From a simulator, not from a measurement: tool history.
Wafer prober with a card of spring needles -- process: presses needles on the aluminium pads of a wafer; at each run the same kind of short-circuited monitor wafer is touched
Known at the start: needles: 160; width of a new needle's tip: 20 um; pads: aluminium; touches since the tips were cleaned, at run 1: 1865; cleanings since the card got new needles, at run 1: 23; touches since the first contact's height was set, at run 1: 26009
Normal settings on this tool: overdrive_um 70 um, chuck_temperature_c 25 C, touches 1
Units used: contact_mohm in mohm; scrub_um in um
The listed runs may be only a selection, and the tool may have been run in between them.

run	hour	overdrive_um	chuck_temperature_c	touches	touches since the tips were cleaned	cleanings since the card got new needles	touches since the first contact's height was set	contact_mohm	scrub_um
1	0	70	25	1	1865	23	26009	223	15.8
# hour 6.1: tips cleaned on abrasive film
2	6.9	70	25	1	283	24	28284	224	15.81
3	12.6	70	25	1	2166	24	30167	231	15.79
# hour 17.2: tips cleaned on abrasive film
4	21.5	70	25	1	1419	25	33107	229	15.79
# hour 28.3: tips cleaned on abrasive film
5	30	70	25	1	559	26	35920	229	15.81
# hour 39.4: tips cleaned on abrasive film
6	39.5	70	25	1	42	27	39073	227	15.79
7	48.5	70	25	1	3032	27	42063	229	15.76
# hour 51: tips cleaned on abrasive film
8	53.5	70	25	1	851	28	43721	227	15.78
# hour 62.3: tips cleaned on abrasive film
9	62.3	70	25	1	0	29	46594	228	15.79
10	72.9	51	66	2	3542	29	50136	241	11.52
# hour 73.9: tips cleaned on abrasive film
11	77.8	51	66	2	1299	30	51749	242	11.51
# hour 85.2: tips cleaned on abrasive film
12	86.6	70	80	2	464	31	54650	245	15.8
13	94.8	77	37	1	3210	31	57396	231	17.35
# hour 96.3: tips cleaned on abrasive film
14	103.4	74	85	2	2382	32	60234	240	16.69
# hour 107.7: tips cleaned on abrasive film
15	113.1	70	59	1	1818	33	63453	241	15.78
# hour 115.9: height of the first contact set anew
# hour 119.2: tips cleaned on abrasive film
16	123	57	82	1	1258	34	2332	246	12.89
17	127.6	86	45	2	2813	34	3887	233	19.43
# hour 130.2: tips cleaned on abrasive film
18	139	67	30	3	2931	35	7637	226	15.12

Each row is a separate what-if for the run after 18, all from the same tool condition, not one after another. Results?
# hour 141: tips cleaned on abrasive film
A	149.4	79	25	1	2798	36	11096	?	?
# hour 141: tips cleaned on abrasive film
B	149.4	67	27	1	2798	36	11096	?	?
# hour 141: tips cleaned on abrasive film
C	149.4	60	86	3	2798	36	11096	?	?

run	contact_mohm	scrub_um
A	230	17.8
B	231	15.09
C	247	13.54
Without the tool's unlogged condition, the same runs would have read:
run	contact_mohm	scrub_um
A	229	17.8
B	230	15.09
C	247	13.54

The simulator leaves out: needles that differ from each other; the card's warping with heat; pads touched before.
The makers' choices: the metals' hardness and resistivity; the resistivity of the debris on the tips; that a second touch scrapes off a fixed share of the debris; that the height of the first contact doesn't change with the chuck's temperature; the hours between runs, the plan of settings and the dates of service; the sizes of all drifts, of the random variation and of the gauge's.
